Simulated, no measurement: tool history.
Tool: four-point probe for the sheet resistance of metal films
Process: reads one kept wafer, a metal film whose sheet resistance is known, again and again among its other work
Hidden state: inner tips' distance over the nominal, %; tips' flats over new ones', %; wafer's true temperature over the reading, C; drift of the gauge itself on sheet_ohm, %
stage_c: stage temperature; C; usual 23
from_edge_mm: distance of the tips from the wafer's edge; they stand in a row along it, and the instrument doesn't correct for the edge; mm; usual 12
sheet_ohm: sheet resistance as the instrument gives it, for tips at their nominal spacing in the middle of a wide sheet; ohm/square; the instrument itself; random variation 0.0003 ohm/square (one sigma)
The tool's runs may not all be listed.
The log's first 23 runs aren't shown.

run   hour  stage_c  from_edge_mm  touches since the probe head was changed  hours of work since the stage's thermometer was calibrated  sheet_ohm
 24  620.4       21             7                                     19285                                                        1704   1.496075
 25  652.7       26            30                                     20137                                                        1723    1.48469
 26  671.9       26            30                                     20644                                                        1735   1.484675
 27  691.7       18            10                                     21168                                                        1747   1.485947
 28  721.7       20             6                                     21960                                                        1766   1.500906
 29    738       27            27                                     22389                                                        1775   1.485035
 30  759.3       25             4                                     22951                                                        1788   1.531676
 31  781.3       20            13                                     23534                                                        1802   1.484269
 32  813.3       33             9                                     24377                                                        1821   1.497796
 33  831.7       23             3                                     24864                                                        1833     1.5644
 34  861.1       23             4                                     25640                                                        1851    1.52981

The next listed run, before its measurement:
 35  892.6       23             4                                     26473                                                        1870          ?

Run 35 gave sheet_ohm 1.529411 ohm/square.
Without the tool's hidden state the same run would have given sheet_ohm 1.532316 ohm/square.

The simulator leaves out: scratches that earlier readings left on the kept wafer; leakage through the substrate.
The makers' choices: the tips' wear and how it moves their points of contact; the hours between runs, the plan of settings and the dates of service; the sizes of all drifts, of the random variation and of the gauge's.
